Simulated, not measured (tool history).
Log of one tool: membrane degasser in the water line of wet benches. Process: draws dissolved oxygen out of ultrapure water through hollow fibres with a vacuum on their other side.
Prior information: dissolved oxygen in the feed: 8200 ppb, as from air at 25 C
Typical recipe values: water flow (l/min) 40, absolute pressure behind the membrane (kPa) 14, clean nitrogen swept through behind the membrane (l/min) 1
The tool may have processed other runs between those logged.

run      day  water flow (l/min)  absolute pressure behind the membrane (kPa)  clean nitrogen swept through behind the membrane (l/min)  dissolved oxygen in the water behind the degasser (ppb)  pressure that the water loses in the fibres (kPa)
  1        0                  40                                           14                                                         1                                                      811                                              41.13
  2   10.333                  40                                           14                                                         1                                                    811.7                                              40.84
  3   14.725                  40                                           14                                                         1                                                    810.2                                              40.99
  4   25.333                  40                                           14                                                         1                                                    810.5                                              41.41
  5   32.421                  40                                           14                                                         1                                                    811.7                                              41.41
  6   38.788                  40                                           14                                                         1                                                    814.7                                              41.63
  7   45.354                  40                                           14                                                         1                                                    812.4                                              41.27
  8   51.788                  40                                           14                                                         1                                                    811.9                                              41.45
  9   59.283                  40                                           14                                                         1                                                    812.8                                              41.43
 10     65.7                  40                                           14                                                         1                                                    812.5                                              41.81
 11   75.554                  49                                           14                                                         1                                                    955.6                                              50.89
 12   84.321                  49                                           14                                                         1                                                    955.4                                              50.86
 13   91.392                  40                                          9.3                                                      2.78                                                    211.2                                              41.98
 14    97.05                  38                                          9.3                                                      0.69                                                    597.7                                              39.59
 15  101.658                  31                                           14                                                         1                                                    657.1                                              31.93
 16  111.021                  28                                         12.5                                                      0.63                                                    751.7                                               29.2

The log once held 3 entries between its listed runs, left out of this copy. Where does each go, and what is different about the tool's unlogged condition between the listed run before it and the listed run after it?
Between runs 7 and 8: vacuum gauge calibrated (day 46.321)
  membrane still open, %: 97.8 -> 97.7; true pressure behind the membrane over the reading, kPa: 0.06 -> 0.08; air that leaks in behind the membrane, l/min: 0.0167 -> 0.0171
  measured result minus the result with no hidden state, dissolved oxygen in the water behind the degasser (ppb): +6.5 -> +7.8; pressure that the water loses in the fibres (kPa): +0.9 -> +0.94
Between runs 9 and 10: seals of the vacuum lines changed (day 63.825)
  membrane still open, %: 97.7 -> 97.6; air that leaks in behind the membrane, l/min: 0.0176 -> 0.0024
  measured result minus the result with no hidden state, dissolved oxygen in the water behind the degasser (ppb): +8.1 -> +7.1; pressure that the water loses in the fibres (kPa): +0.97 -> +1.01
Between runs 13 and 14: vacuum gauge calibrated, once more (day 94.796)
  membrane still open, %: 97.3 -> 97.2; true pressure behind the membrane over the reading, kPa: 0.09 -> 0; air that leaks in behind the membrane, l/min: 0.0038 -> 0.0042
  measured result minus the result with no hidden state, dissolved oxygen in the water behind the degasser (ppb): +4.9 -> +1; pressure that the water loses in the fibres (kPa): +1.13 -> +1.09
